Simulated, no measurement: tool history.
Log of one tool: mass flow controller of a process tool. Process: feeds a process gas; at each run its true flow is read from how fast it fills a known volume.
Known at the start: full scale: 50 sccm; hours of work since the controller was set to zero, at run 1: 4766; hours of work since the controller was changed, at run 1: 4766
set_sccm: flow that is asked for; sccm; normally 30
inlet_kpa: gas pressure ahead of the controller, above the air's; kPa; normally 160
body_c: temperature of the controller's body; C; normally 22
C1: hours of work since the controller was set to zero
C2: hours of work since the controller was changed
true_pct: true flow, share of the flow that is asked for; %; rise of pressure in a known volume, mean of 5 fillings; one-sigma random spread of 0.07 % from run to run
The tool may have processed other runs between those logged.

Run 1, hour 0.0: usual settings; C1 4766; C2 4766. Result: true_pct 98.28 %.
Run 2, hour 208.3: usual settings; C1 4872; C2 4872. Result: true_pct 98.21 %.
Run 3, hour 563.3: usual settings; C1 5053; C2 5053. Result: true_pct 98.18 %.
Run 4, hour 799.3: usual settings but set_sccm 21 sccm; C1 5173; C2 5173. Result: true_pct 98.30 %.
Run 5, hour 1088.8: usual settings but set_sccm 21 sccm; C1 5320; C2 5320. Result: true_pct 98.33 %.
Run 6, hour 1361.8: usual settings; C1 5459; C2 5459. Result: true_pct 98.14 %.
Run 7, hour 1573.7: usual settings but set_sccm 14 sccm; C1 5566; C2 5566. Result: true_pct 98.56 %.
Run 8, hour 1902.9: usual settings but body_c 28 C; C1 5734; C2 5734. Result: true_pct 98.00 %.
Run 9, hour 2254.3: usual settings but body_c 28 C; C1 5912; C2 5912. Result: true_pct 98.02 %.
At hour 2291.0: controller's zero set anew.
Run 10, hour 2552.8: usual settings but body_c 28 C; C1 133; C2 6064. Result: true_pct 96.70 %.
Run 11, hour 2912.3: usual settings but body_c 28 C; C1 316; C2 6247. Result: true_pct 96.55 %.
Run 12, hour 3356.9: usual settings but body_c 28 C; C1 542; C2 6473. Result: true_pct 96.71 %.
Run 13, hour 3726.9: usual settings but body_c 28 C; C1 730; C2 6661. Result: true_pct 96.67 %.
Run 14, hour 4037.8: usual settings but set_sccm 5 sccm; C1 888; C2 6819. Result: true_pct 96.31 %.
Run 15, hour 4438.5: usual settings but inlet_kpa 152 kPa; C1 1092; C2 7023. Result: true_pct 96.67 %.
Run 16, hour 4855.2: usual settings but inlet_kpa 152 kPa; C1 1304; C2 7234. Result: true_pct 96.68 %.
Run 17, hour 5166.8: usual settings but inlet_kpa 152 kPa; C1 1462; C2 7393. Result: true_pct 96.48 %.
Run 18, hour 5364.1: usual settings; C1 1562; C2 7493. Result: true_pct 96.68 %.
Run 19, hour 5751.2: usual settings; C1 1759; C2 7690. Result: true_pct 96.70 %.
Run 20, hour 5960.0: usual settings but set_sccm 8 sccm; C1 1865; C2 7796. Result: true_pct 96.47 %.
Run 21, hour 6197.2: usual settings but set_sccm 8 sccm, body_c 27 C; C1 1986; C2 7917. Result: true_pct 96.39 %.
Run 22, hour 6549.3: usual settings but set_sccm 8 sccm, body_c 27 C; C1 2165; C2 8096. Result: true_pct 96.55 %.
Run 23, hour 6839.3: usual settings but inlet_kpa 280 kPa; C1 2312; C2 8243. Result: true_pct 96.64 %.
Run 24, hour 7170.1: usual settings; C1 2481; C2 8411. Result: true_pct 96.69 %.
Run 25, hour 7604.0: usual settings; C1 2701; C2 8632. Result: true_pct 96.48 %.
Run 26, hour 8003.3: usual settings; C1 2904; C2 8835. Result: true_pct 96.41 %.
Run 27, hour 8416.4: usual settings but set_sccm 7 sccm, body_c 25 C; C1 3114; C2 9045. Result: true_pct 97.33 %.
Run 28, hour 8874.1: usual settings but set_sccm 9 sccm, inlet_kpa 238 kPa, body_c 33 C; C1 3347; C2 9278. Result: true_pct 96.66 %.
Run 29, hour 9273.1: usual settings but set_sccm 18 sccm, inlet_kpa 239 kPa, body_c 35 C; C1 3550; C2 9481. Result: true_pct 95.94 %.
Run 30, hour 9465.7: usual settings but set_sccm 18 sccm, inlet_kpa 239 kPa, body_c 35 C; C1 3648; C2 9578. Result: true_pct 95.94 %.
Run 31, hour 9918.4: usual settings but set_sccm 18 sccm, inlet_kpa 239 kPa, body_c 35 C; C1 3878; C2 9809. Result: true_pct 96.09 %.
Run 32, hour 10222.7: usual settings but set_sccm 5 sccm, body_c 29 C; C1 4033; C2 9963. Result: true_pct 98.99 %.
Run 33, hour 10578.0: usual settings but set_sccm 25 sccm, inlet_kpa 273 kPa; C1 4213; C2 10144. Result: true_pct 96.34 %.
Run 34, hour 11028.8: usual settings but set_sccm 25 sccm, inlet_kpa 273 kPa; C1 4443; C2 10373. Result: true_pct 96.24 %.
Run 35, hour 11344.1: usual settings but set_sccm 25 sccm, inlet_kpa 273 kPa; C1 4603; C2 10534. Result: true_pct 96.27 %.
Run 36, hour 11559.2: usual settings but set_sccm 11 sccm, inlet_kpa 276 kPa, body_c 20 C; C1 4712; C2 10643. Result: true_pct 97.06 %.
Run 37, hour 12024.9: usual settings but set_sccm 6 sccm, inlet_kpa 276 kPa, body_c 20 C; C1 4949; C2 10880. Result: true_pct 99.32 %.
Run 38, hour 12273.3: usual settings but inlet_kpa 170 kPa, body_c 33 C; C1 5075; C2 11006. Result: true_pct 95.92 %.
Run 39, hour 12671.7: usual settings but set_sccm 29 sccm, inlet_kpa 145 kPa, body_c 26 C; C1 5278; C2 11208. Result: true_pct 95.91 %.
Run 40, hour 12916.3: usual settings but inlet_kpa 192 kPa; C1 5402; C2 11333. Result: true_pct 96.27 %.
Run 41, hour 13229.8: usual settings but inlet_kpa 237 kPa, body_c 29 C; C1 5562; C2 11492. Result: true_pct 96.07 %.
Run 42, hour 13582.4: usual settings but inlet_kpa 237 kPa, body_c 29 C; C1 5741; C2 11672. Result: true_pct 96.00 %.
Run 43, hour 13811.1: usual settings but set_sccm 9 sccm, inlet_kpa 168 kPa, body_c 33 C; C1 5857; C2 11788. Result: true_pct 97.57 %.
At hour 13970.6: controller's zero set anew.
Run 44, hour 14203.2: usual settings but set_sccm 9 sccm, inlet_kpa 168 kPa, body_c 39 C; C1 118; C2 11987. Result: true_pct 93.50 %.

Estimate the outcome of run 45 from the log above:
Run 45, hour 14460.6: usual settings but set_sccm 11 sccm, inlet_kpa 144 kPa, body_c 33 C; C1 249; C2 12118. Result: true_pct ?.

{"run 45": {"true_pct": 93.74}}
With the hidden condition absent and the run-to-run variation left alone, this run would have shown true_pct 97.64 %.
